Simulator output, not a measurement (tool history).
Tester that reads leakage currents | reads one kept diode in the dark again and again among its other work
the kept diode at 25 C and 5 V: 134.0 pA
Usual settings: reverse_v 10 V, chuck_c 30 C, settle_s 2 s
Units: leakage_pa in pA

{"run": 1, "day": 0.0, "reverse_v": 10, "chuck_c": 30, "settle_s": 2, "leakage_pa": 286.4}
{"run": 2, "day": 6.983, "reverse_v": 10, "chuck_c": 30, "settle_s": 2, "leakage_pa": 287.08}
{"run": 3, "day": 18.55, "reverse_v": 10, "chuck_c": 30, "settle_s": 2, "leakage_pa": 285.9}
{"run": 4, "day": 29.058, "reverse_v": 10, "chuck_c": 30, "settle_s": 2, "leakage_pa": 286.14}
{"run": 5, "day": 38.946, "reverse_v": 10, "chuck_c": 30, "settle_s": 2, "leakage_pa": 285.89}
{"run": 6, "day": 50.704, "reverse_v": 10, "chuck_c": 30, "settle_s": 2, "leakage_pa": 286.86}
{"day": 55.179, "done": "chuck's temperature calibrated"}
{"run": 7, "day": 58.117, "reverse_v": 10, "chuck_c": 30, "settle_s": 2, "leakage_pa": 286.19}
{"run": 8, "day": 63.379, "reverse_v": 10, "chuck_c": 30, "settle_s": 0.76, "leakage_pa": 289.56}
{"run": 9, "day": 74.758, "reverse_v": 10, "chuck_c": 30, "settle_s": 0.76, "leakage_pa": 289.67}
{"run": 10, "day": 80.717, "reverse_v": 10, "chuck_c": 30, "settle_s": 0.76, "leakage_pa": 289.22}
{"run": 11, "day": 91.883, "reverse_v": 10, "chuck_c": 30, "settle_s": 0.76, "leakage_pa": 289.7}
{"run": 12, "day": 96.725, "reverse_v": 10, "chuck_c": 30, "settle_s": 0.76, "leakage_pa": 289.34}
{"run": 13, "day": 104.967, "reverse_v": 1.7, "chuck_c": 30, "settle_s": 2, "leakage_pa": 104.02}
{"run": 14, "day": 114.738, "reverse_v": 1.7, "chuck_c": 30, "settle_s": 2, "leakage_pa": 104.1}
{"run": 15, "day": 120.825, "reverse_v": 1.7, "chuck_c": 30, "settle_s": 2, "leakage_pa": 104.04}
{"run": 16, "day": 126.142, "reverse_v": 10, "chuck_c": 30, "settle_s": 0.41, "leakage_pa": 293.1}
{"run": 17, "day": 136.779, "reverse_v": 10, "chuck_c": 30, "settle_s": 0.41, "leakage_pa": 293.81}
{"run": 18, "day": 146.254, "reverse_v": 10, "chuck_c": 30, "settle_s": 0.41, "leakage_pa": 293.76}
{"run": 19, "day": 155.196, "reverse_v": 1.9, "chuck_c": 30, "settle_s": 2, "leakage_pa": 111.17}
{"run": 20, "day": 163.742, "reverse_v": 10, "chuck_c": 21, "settle_s": 2, "leakage_pa": 149.81}
{"run": 21, "day": 170.142, "reverse_v": 10, "chuck_c": 21, "settle_s": 2, "leakage_pa": 150.35}
{"run": 22, "day": 178.704, "reverse_v": 1.9, "chuck_c": 59, "settle_s": 1.23, "leakage_pa": 713.9}
{"run": 23, "day": 185.754, "reverse_v": 4.9, "chuck_c": 38, "settle_s": 1.23, "leakage_pa": 329.33}
{"run": 24, "day": 192.425, "reverse_v": 4.9, "chuck_c": 58, "settle_s": 1.37, "leakage_pa": 1154.21}
{"run": 25, "day": 200.35, "reverse_v": 1.7, "chuck_c": 58, "settle_s": 0.32, "leakage_pa": 633.38}
{"day": 210.442, "done": "probe card cleaned and baked"}
{"run": 26, "day": 212.125, "reverse_v": 1.7, "chuck_c": 41, "settle_s": 5.17, "leakage_pa": 218.99}
{"run": 27, "day": 220.662, "reverse_v": 1.7, "chuck_c": 41, "settle_s": 5.17, "leakage_pa": 219.29}
{"run": 28, "day": 229.429, "reverse_v": 2.3, "chuck_c": 44, "settle_s": 5.77, "leakage_pa": 315.89}
{"run": 29, "day": 236.95, "reverse_v": 10.4, "chuck_c": 30, "settle_s": 2, "leakage_pa": 292.83}
{"run": 30, "day": 246.954, "reverse_v": 1.4, "chuck_c": 20, "settle_s": 5.8, "leakage_pa": 44.95}
{"run": 31, "day": 252.954, "reverse_v": 1.4, "chuck_c": 20, "settle_s": 5.8, "leakage_pa": 44.98}
{"day": 259.933, "done": "chuck's temperature calibrated"}
{"run": 32, "day": 259.933, "reverse_v": 1.4, "chuck_c": 20, "settle_s": 5.8, "leakage_pa": 44.94}
{"day": 269.079, "done": "tester calibrated"}
{"run": 33, "day": 270.788, "reverse_v": 4.1, "chuck_c": 47, "settle_s": 5.8, "leakage_pa": 532.91}
{"run": 34, "day": 278.467, "reverse_v": 4.1, "chuck_c": 47, "settle_s": 0.31, "leakage_pa": 536.7}
{"run": 35, "day": 290.288, "reverse_v": 2.5, "chuck_c": 49, "settle_s": 3.52, "leakage_pa": 455.93}
{"run": 36, "day": 296.362, "reverse_v": 8.7, "chuck_c": 30, "settle_s": 2, "leakage_pa": 264.27}
{"run": 37, "day": 308.138, "reverse_v": 6.6, "chuck_c": 32, "settle_s": 2.84, "leakage_pa": 259.23}
{"run": 38, "day": 315.125, "reverse_v": 13.9, "chuck_c": 27, "settle_s": 2.84, "leakage_pa": 279.09}
{"run": 39, "day": 324.729, "reverse_v": 13.9, "chuck_c": 27, "settle_s": 2.84, "leakage_pa": 279.83}

Measured less the same run without the tool's hidden state. The same run-to-run variation is in both; the gauge's scatter may not be:
The hidden state here: stray current of the dirty probe card, pA a volt; current scale over the true one, %; true chuck temperature over the reading, C; drift of the gauge itself on leakage_pa, %.
run=1 leakage_pa=-0.15
run=2 leakage_pa=-0.15
run=3 leakage_pa=-0.16
run=4 leakage_pa=-0.16
run=5 leakage_pa=-0.17
run=6 leakage_pa=-0.18
run=7 leakage_pa=+0.02
run=8 leakage_pa=+0.01
run=9 leakage_pa=+0
run=10 leakage_pa=+0
run=11 leakage_pa=-0.01
run=12 leakage_pa=-0.01
run=13 leakage_pa=-0.01
run=14 leakage_pa=-0.02
run=15 leakage_pa=-0.02
run=16 leakage_pa=-0.03
run=17 leakage_pa=-0.04
run=18 leakage_pa=-0.05
run=19 leakage_pa=-0.04
run=20 leakage_pa=+0
run=21 leakage_pa=+0
run=22 leakage_pa=-0.27
run=23 leakage_pa=-0.13
run=24 leakage_pa=-0.47
run=25 leakage_pa=-0.27
run=26 leakage_pa=-0.13
run=27 leakage_pa=-0.13
run=28 leakage_pa=-0.19
run=29 leakage_pa=-0.2
run=30 leakage_pa=-0.03
run=31 leakage_pa=-0.03
run=32 leakage_pa=+0.01
run=33 leakage_pa=+0.01
run=34 leakage_pa=+0
run=35 leakage_pa=-0.02
run=36 leakage_pa=+0
run=37 leakage_pa=-0.01
run=38 leakage_pa=+0
run=39 leakage_pa=+0.01

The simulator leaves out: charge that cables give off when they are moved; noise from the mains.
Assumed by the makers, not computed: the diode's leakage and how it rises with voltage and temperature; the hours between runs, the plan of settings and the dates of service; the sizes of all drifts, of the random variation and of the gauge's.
